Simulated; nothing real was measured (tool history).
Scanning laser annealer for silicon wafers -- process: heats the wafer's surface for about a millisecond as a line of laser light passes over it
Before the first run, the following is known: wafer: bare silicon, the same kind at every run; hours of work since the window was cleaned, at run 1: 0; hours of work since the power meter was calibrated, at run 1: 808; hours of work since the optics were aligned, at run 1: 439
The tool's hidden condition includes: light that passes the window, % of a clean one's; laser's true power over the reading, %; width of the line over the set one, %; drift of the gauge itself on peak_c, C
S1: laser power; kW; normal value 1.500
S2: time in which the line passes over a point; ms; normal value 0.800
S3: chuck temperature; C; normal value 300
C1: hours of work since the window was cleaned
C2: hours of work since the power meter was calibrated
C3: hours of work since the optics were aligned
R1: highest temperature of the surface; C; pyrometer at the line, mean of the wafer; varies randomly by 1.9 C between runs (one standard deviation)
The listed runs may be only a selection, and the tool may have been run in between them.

run	hour	S1	S2	S3	C1	C2	C3	R1
1	0.0	1.500	0.800	300	0	808	439	1126
2	39.4	1.500	0.800	300	28	836	468	1124
3	83.9	1.500	0.800	300	60	868	500	1120
4	116.2	1.500	0.800	300	84	891	523	1119
5	150.1	1.500	0.800	300	108	916	547	1114
6	217.6	1.500	0.800	300	156	964	596	1110
7	246.5	1.500	0.800	300	177	985	617	1106
8	310.1	1.500	0.800	300	223	1031	662	1101
9	346.9	1.500	0.800	300	249	1057	689	1095
10	378.5	1.500	0.944	300	272	1080	712	1167
11	440.0	1.331	0.800	300	316	1124	756	1001
# hour 447.4: window over the wafer cleaned
12	498.3	1.360	0.800	300	37	1165	796	1006
13	554.4	1.360	0.800	300	77	1205	837	998
14	609.7	1.360	0.800	300	117	1245	876	998
15	676.3	1.500	0.650	316	165	1293	924	1004
16	707.4	1.500	0.650	316	187	1315	947	999
# hour 735.8: window over the wafer cleaned, once more
17	764.5	1.500	0.598	270	21	1355	986	975
18	804.6	1.601	0.714	316	49	1383	1015	1136
19	845.8	1.500	0.905	300	79	1413	1045	1165

Run 20 is up next; what results do you expect?
20	887.3	1.500	0.905	300	109	1443	1074	?

Run 20 yielded R1 1160 C.
On a tool with no hidden condition, and with the same random variation, this run would have come out at R1 1186 C.
